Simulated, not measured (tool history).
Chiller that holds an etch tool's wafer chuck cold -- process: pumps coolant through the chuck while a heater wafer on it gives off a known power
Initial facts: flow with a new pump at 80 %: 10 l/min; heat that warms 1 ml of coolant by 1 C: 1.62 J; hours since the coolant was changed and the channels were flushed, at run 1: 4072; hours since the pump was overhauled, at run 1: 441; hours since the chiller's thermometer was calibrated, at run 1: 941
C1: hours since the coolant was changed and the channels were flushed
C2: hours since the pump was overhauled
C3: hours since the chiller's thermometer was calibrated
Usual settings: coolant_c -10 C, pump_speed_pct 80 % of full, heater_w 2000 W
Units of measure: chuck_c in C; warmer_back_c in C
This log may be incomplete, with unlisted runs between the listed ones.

{"run": 1, "day": 0.0, "coolant_c": -10, "pump_speed_pct": 80, "heater_w": 2000, "C1": 4072, "C2": 441, "C3": 941, "chuck_c": 4.0, "warmer_back_c": 7.39}
{"run": 2, "day": 0.567, "coolant_c": -10, "pump_speed_pct": 80, "heater_w": 2000, "C1": 4085, "C2": 455, "C3": 955, "chuck_c": 3.9, "warmer_back_c": 7.42}
{"run": 3, "day": 1.588, "coolant_c": -10, "pump_speed_pct": 80, "heater_w": 2000, "C1": 4110, "C2": 479, "C3": 979, "chuck_c": 3.8, "warmer_back_c": 7.52}
{"run": 4, "day": 2.646, "coolant_c": -13, "pump_speed_pct": 80, "heater_w": 2000, "C1": 4135, "C2": 505, "C3": 1005, "chuck_c": 0.9, "warmer_back_c": 7.43}
{"run": 5, "day": 3.412, "coolant_c": -13, "pump_speed_pct": 80, "heater_w": 2000, "C1": 4154, "C2": 523, "C3": 1023, "chuck_c": 0.9, "warmer_back_c": 7.49}
{"run": 6, "day": 4.0, "coolant_c": -13, "pump_speed_pct": 92, "heater_w": 2000, "C1": 4168, "C2": 537, "C3": 1037, "chuck_c": -0.6, "warmer_back_c": 6.58}
{"run": 7, "day": 4.788, "coolant_c": -13, "pump_speed_pct": 92, "heater_w": 2000, "C1": 4187, "C2": 556, "C3": 1056, "chuck_c": -0.8, "warmer_back_c": 6.56}
{"run": 8, "day": 5.392, "coolant_c": -10, "pump_speed_pct": 66, "heater_w": 2000, "C1": 4201, "C2": 571, "C3": 1071, "chuck_c": 6.4, "warmer_back_c": 9.08}
{"run": 9, "day": 6.146, "coolant_c": -10, "pump_speed_pct": 99, "heater_w": 2000, "C1": 4219, "C2": 589, "C3": 1089, "chuck_c": 1.5, "warmer_back_c": 6.14}
{"run": 10, "day": 7.171, "coolant_c": -10, "pump_speed_pct": 99, "heater_w": 2000, "C1": 4244, "C2": 613, "C3": 1114, "chuck_c": 1.3, "warmer_back_c": 6.15}
{"run": 11, "day": 8.108, "coolant_c": -10, "pump_speed_pct": 99, "heater_w": 2000, "C1": 4266, "C2": 636, "C3": 1136, "chuck_c": 1.6, "warmer_back_c": 6.19}
{"run": 12, "day": 9.283, "coolant_c": -10, "pump_speed_pct": 97, "heater_w": 1335, "C1": 4295, "C2": 664, "C3": 1164, "chuck_c": -2.1, "warmer_back_c": 4.28}
{"run": 13, "day": 10.462, "coolant_c": -10, "pump_speed_pct": 77, "heater_w": 2000, "C1": 4323, "C2": 692, "C3": 1193, "chuck_c": 4.6, "warmer_back_c": 7.89}
{"run": 14, "day": 11.442, "coolant_c": -13, "pump_speed_pct": 78, "heater_w": 2592, "C1": 4346, "C2": 716, "C3": 1216, "chuck_c": 5.5, "warmer_back_c": 10.03}
{"run": 15, "day": 12.504, "coolant_c": -9, "pump_speed_pct": 72, "heater_w": 2592, "C1": 4372, "C2": 741, "C3": 1241, "chuck_c": 10.6, "warmer_back_c": 10.83}
{"run": 16, "day": 13.783, "coolant_c": -10, "pump_speed_pct": 80, "heater_w": 1761, "C1": 4403, "C2": 772, "C3": 1272, "chuck_c": 2.0, "warmer_back_c": 6.74}
{"run": 17, "day": 14.775, "coolant_c": -10, "pump_speed_pct": 80, "heater_w": 1761, "C1": 4426, "C2": 796, "C3": 1296, "chuck_c": 2.1, "warmer_back_c": 6.8}
{"run": 18, "day": 15.621, "coolant_c": -10, "pump_speed_pct": 80, "heater_w": 1761, "C1": 4447, "C2": 816, "C3": 1316, "chuck_c": 2.2, "warmer_back_c": 6.86}
{"run": 19, "day": 16.675, "coolant_c": -10, "pump_speed_pct": 80, "heater_w": 2873, "C1": 4472, "C2": 841, "C3": 1342, "chuck_c": 9.8, "warmer_back_c": 10.86}
{"run": 20, "day": 17.733, "coolant_c": -6, "pump_speed_pct": 91, "heater_w": 1258, "C1": 4497, "C2": 867, "C3": 1367, "chuck_c": 1.7, "warmer_back_c": 4.47}
{"run": 21, "day": 18.704, "coolant_c": -6, "pump_speed_pct": 91, "heater_w": 1258, "C1": 4521, "C2": 890, "C3": 1390, "chuck_c": 1.8, "warmer_back_c": 4.49}

Each run again, without the hidden state but with its own random variation kept:
Hidden conditions of the tool in this case: heat passed by the chuck's channels, % of clean ones'; flow at a given pump speed, % of a new pump's; coolant's true temperature over the reading, C; drift of the gauge itself on chuck_c, C; drift of the gauge itself on warmer_back_c, C.
run=1 warmer_back_c=7.39
run=2 warmer_back_c=7.41
run=3 warmer_back_c=7.48
run=4 warmer_back_c=7.37
run=5 warmer_back_c=7.42
run=6 warmer_back_c=6.49
run=7 warmer_back_c=6.46
run=8 warmer_back_c=8.96
run=9 warmer_back_c=6.01
run=10 warmer_back_c=6.00
run=11 warmer_back_c=6.02
run=12 warmer_back_c=4.09
run=13 warmer_back_c=7.67
run=14 warmer_back_c=9.79
run=15 warmer_back_c=10.57
run=16 warmer_back_c=6.45
run=17 warmer_back_c=6.49
run=18 warmer_back_c=6.53
run=19 warmer_back_c=10.51
run=20 warmer_back_c=4.10
run=21 warmer_back_c=4.10
For chuck_c, the value without the hidden state is never more than 0.1 C from the measured value.
